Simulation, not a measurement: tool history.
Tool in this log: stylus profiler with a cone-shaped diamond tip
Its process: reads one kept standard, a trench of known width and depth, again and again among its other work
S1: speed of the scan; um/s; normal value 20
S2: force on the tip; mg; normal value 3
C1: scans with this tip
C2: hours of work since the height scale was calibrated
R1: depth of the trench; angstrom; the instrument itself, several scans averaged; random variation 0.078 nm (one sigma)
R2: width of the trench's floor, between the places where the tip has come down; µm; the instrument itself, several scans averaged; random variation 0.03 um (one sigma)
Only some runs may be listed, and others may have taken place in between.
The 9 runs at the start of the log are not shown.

run	day	S1	S2	C1	C2	R1	R2
10	17.383	20	3	2183	457	1016.3	97.9
11	19.246	20	3	2293	480	1017.6	97.96
12	20.688	20	3	2378	498	1016.7	97.86
13	22	20	3	2455	514	1015.9	97.95
14	24.008	20	3	2573	539	1016.4	97.91
15	26.012	20	3	2691	564	1017.6	97.89
16	28.042	20	3	2810	589	1017.1	97.93
17	29.858	6	3	2917	611	1017.1	98.03
18	31.746	39	3	3028	634	1016.7	97.82
19	34.342	20	7.76	3181	666	1031.8	97.98
20	35.562	20	7.76	3253	682	1033.4	97.89
21	38.1	5	4.74	3402	713	1023.9	97.97
22	39.612	45	3.12	3491	731	1017.9	97.79
23	42.275	45	3.12	3648	764	1017.3	97.84

Expected results for the next run?
24	44.208	18	1.33	3762	788	?	?

{"run 24": {"R1": 1011.4, "R2": 97.81}}
Minus the tool's unlogged condition, the same run would have read R1 1011.4 angstrom, R2 97.81 µm.
